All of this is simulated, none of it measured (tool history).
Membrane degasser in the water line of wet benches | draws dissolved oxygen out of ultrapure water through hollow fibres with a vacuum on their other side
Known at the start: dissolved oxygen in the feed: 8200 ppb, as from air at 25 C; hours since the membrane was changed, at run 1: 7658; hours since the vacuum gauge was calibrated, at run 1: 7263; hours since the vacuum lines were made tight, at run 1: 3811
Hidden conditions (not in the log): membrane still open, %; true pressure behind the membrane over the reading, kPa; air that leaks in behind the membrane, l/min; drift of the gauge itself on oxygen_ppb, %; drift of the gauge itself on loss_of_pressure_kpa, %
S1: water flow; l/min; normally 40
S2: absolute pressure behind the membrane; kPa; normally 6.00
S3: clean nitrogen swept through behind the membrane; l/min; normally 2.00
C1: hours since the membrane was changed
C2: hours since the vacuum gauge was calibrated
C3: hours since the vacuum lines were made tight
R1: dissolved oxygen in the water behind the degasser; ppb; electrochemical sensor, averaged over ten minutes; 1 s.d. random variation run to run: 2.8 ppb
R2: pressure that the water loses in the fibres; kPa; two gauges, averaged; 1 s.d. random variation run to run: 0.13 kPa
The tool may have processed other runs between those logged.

Run 1, hour 0.0: usual settings; C1 7658; C2 7263; C3 3811. Result: R1 300.5 ppb, R2 35.06 kPa.
At hour 75.2: vacuum gauge calibrated.
Run 2, hour 146.6: usual settings but S2 10.77 kPa; C1 7805; C2 71; C3 3958. Result: R1 493.4 ppb, R2 34.95 kPa.
Run 3, hour 314.5: usual settings but S2 10.77 kPa; C1 7972; C2 239; C3 4125. Result: R1 495.3 ppb, R2 34.91 kPa.
At hour 527.8: vacuum gauge calibrated, once more.
Run 4, hour 548.0: usual settings; C1 8205; C2 20; C3 4358. Result: R1 293.2 ppb, R2 34.94 kPa.
Run 5, hour 775.6: usual settings but S3 3.61 l/min; C1 8433; C2 248; C3 4586. Result: R1 242.3 ppb, R2 35.02 kPa.
Run 6, hour 1004.5: usual settings but S3 3.61 l/min; C1 8662; C2 477; C3 4815. Result: R1 240.1 ppb, R2 35.12 kPa.
Run 7, hour 1143.2: usual settings; C1 8801; C2 615; C3 4954. Result: R1 292.0 ppb, R2 35.01 kPa.
Run 8, hour 1280.3: usual settings but S3 4.26 l/min; C1 8938; C2 752; C3 5091. Result: R1 232.3 ppb, R2 35.12 kPa.
Run 9, hour 1387.5: usual settings but S3 4.26 l/min; C1 9045; C2 860; C3 5198. Result: R1 237.1 ppb, R2 34.93 kPa.
Run 10, hour 1567.4: usual settings but S3 4.26 l/min; C1 9225; C2 1040; C3 5378. Result: R1 238.3 ppb, R2 35.00 kPa.
Run 11, hour 1777.4: usual settings; C1 9435; C2 1250; C3 5588. Result: R1 298.0 ppb, R2 35.22 kPa.
Run 12, hour 1894.7: usual settings but S2 5.48 kPa; C1 9552; C2 1367; C3 5705. Result: R1 278.9 ppb, R2 35.17 kPa.
Run 13, hour 2010.1: usual settings but S2 5.48 kPa; C1 9667; C2 1482; C3 5821. Result: R1 273.4 ppb, R2 35.03 kPa.
Run 14, hour 2172.5: usual settings but S1 29 l/min; C1 9830; C2 1645; C3 5983. Result: R1 148.0 ppb, R2 25.45 kPa.
Run 15, hour 2359.5: usual settings but S1 29 l/min; C1 10017; C2 1832; C3 6170. Result: R1 150.0 ppb, R2 25.47 kPa.
Run 16, hour 2554.0: usual settings but S1 29 l/min; C1 10211; C2 2026; C3 6364. Result: R1 149.5 ppb, R2 25.53 kPa.
Run 17, hour 2696.5: usual settings but S1 29 l/min; C1 10354; C2 2169; C3 6507. Result: R1 148.4 ppb, R2 25.46 kPa.
Run 18, hour 2836.5: usual settings but S1 24 l/min, S3 1.02 l/min; C1 10494; C2 2309; C3 6647. Result: R1 169.2 ppb, R2 21.18 kPa.
Run 19, hour 2953.6: usual settings but S1 24 l/min, S3 1.02 l/min; C1 10611; C2 2426; C3 6764. Result: R1 168.9 ppb, R2 21.18 kPa.
Run 20, hour 3148.8: usual settings but S1 29 l/min, S3 2.33 l/min; C1 10806; C2 2621; C3 6959. Result: R1 135.4 ppb, R2 25.37 kPa.
Run 21, hour 3274.2: usual settings but S1 41 l/min, S2 6.94 kPa, S3 0.88 l/min; C1 10932; C2 2746; C3 7085. Result: R1 519.0 ppb, R2 36.19 kPa.
Run 22, hour 3423.9: usual settings but S1 44 l/min, S2 8.46 kPa, S3 1.15 l/min; C1 11081; C2 2896; C3 7234. Result: R1 623.6 ppb, R2 38.82 kPa.
Run 23, hour 3561.5: usual settings but S1 43 l/min, S3 1.05 l/min; C1 11219; C2 3034; C3 7372. Result: R1 447.2 ppb, R2 37.79 kPa.
Run 24, hour 3779.1: usual settings but S1 30 l/min, S2 4.37 kPa, S3 2.13 l/min; C1 11436; C2 3251; C3 7590. Result: R1 103.7 ppb, R2 26.45 kPa.
Run 25, hour 3950.7: usual settings but S1 31 l/min, S2 3.87 kPa, S3 3.23 l/min; C1 11608; C2 3423; C3 7761. Result: R1 87.4 ppb, R2 27.40 kPa.
Run 26, hour 4054.6: usual settings but S1 31 l/min, S2 3.87 kPa, S3 3.23 l/min; C1 11712; C2 3527; C3 7865. Result: R1 90.9 ppb, R2 27.37 kPa.
Run 27, hour 4290.6: usual settings but S1 44 l/min, S3 1.31 l/min; C1 11948; C2 3763; C3 8101. Result: R1 437.6 ppb, R2 39.18 kPa.
Run 28, hour 4439.5: usual settings but S1 44 l/min, S3 1.31 l/min; C1 12097; C2 3912; C3 8250. Result: R1 442.6 ppb, R2 38.84 kPa.
Run 29, hour 4560.1: usual settings but S1 44 l/min, S3 1.31 l/min; C1 12218; C2 4032; C3 8371. Result: R1 439.0 ppb, R2 38.85 kPa.
Run 30, hour 4731.4: usual settings but S1 25 l/min; C1 12389; C2 4204; C3 8542. Result: R1 115.2 ppb, R2 22.27 kPa.
Run 31, hour 4977.7: usual settings but S1 45 l/min, S2 5.91 kPa, S3 0.81 l/min; C1 12635; C2 4450; C3 8788. Result: R1 536.5 ppb, R2 39.92 kPa.
Run 32, hour 5197.8: usual settings but S1 50 l/min, S2 5.91 kPa, S3 0.81 l/min; C1 12855; C2 4670; C3 9008. Result: R1 642.2 ppb, R2 44.22 kPa.

How the hidden state differs across the entries between the runs, from the last listed run before each to the first after it:
From run 1 to run 2: vacuum gauge calibrated (hour 75.2)
  membrane still open, %: 97.6 -> 97.5; true pressure behind the membrane over the reading, kPa: 0.24 -> 0.3; air that leaks in behind the membrane, l/min: 0.0123 -> 0.0126
  the result without the hidden state subtracted from the measured one, R1: +25.6 -> +28.0 ppb; R2: +0.85 -> +0.85 kPa
From run 3 to run 4: vacuum gauge calibrated, once more (hour 527.8)
  membrane still open, %: 97.5 -> 97.4; true pressure behind the membrane over the reading, kPa: 0.31 -> 0.02; air that leaks in behind the membrane, l/min: 0.013 -> 0.0135
  the result without the hidden state subtracted from the measured one, R1: +28.8 -> +17.9 ppb; R2: +0.88 -> +0.91 kPa
